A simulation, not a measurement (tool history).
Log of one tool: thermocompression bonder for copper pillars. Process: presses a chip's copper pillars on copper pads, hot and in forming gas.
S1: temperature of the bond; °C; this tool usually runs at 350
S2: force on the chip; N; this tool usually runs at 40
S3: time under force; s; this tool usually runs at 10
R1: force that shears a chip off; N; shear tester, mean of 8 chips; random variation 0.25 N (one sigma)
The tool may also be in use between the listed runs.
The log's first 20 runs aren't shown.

run	hour	S1	S2	S3	R1
# hour 428.6: forming gas filter changed
21	435.7	350	26	10	50.6
22	463.4	357	43	16	76.1
23	491.2	377	40	10	72.3
24	510.3	376	47	10	76.0
25	537.7	378	57	7	77.1
26	557.1	378	38	15	75.5
27	575.5	365	40	10	68.8
28	602.5	343	41	21	74.0
29	619.0	350	39	9	61.8
30	635.0	350	39	9	62.6
31	656.7	354	31	9	55.8
32	672.0	372	28	7	53.0
33	695.1	374	27	10	58.4
34	712.2	350	27	10	50.9
35	733.2	350	25	29	65.4
36	745.7	378	25	6	48.5
37	761.1	370	42	13	74.5
38	776.9	372	32	13	67.0
# hour 784.6: forming gas filter changed
39	798.3	350	31	5	46.2
40	819.6	341	40	10	62.9

Predict each of these 3 candidate next runs independently; none follows another, all start after run 40:
A	842.2	341	40	22	?
B	842.2	359	33	30	?
C	842.2	356	27	13	?

run	R1
A	74.5
B	77.5
C	58.3
Had the tool no hidden state, the same runs would have come out as:
run	R1
A	71.6
B	75.1
C	54.8
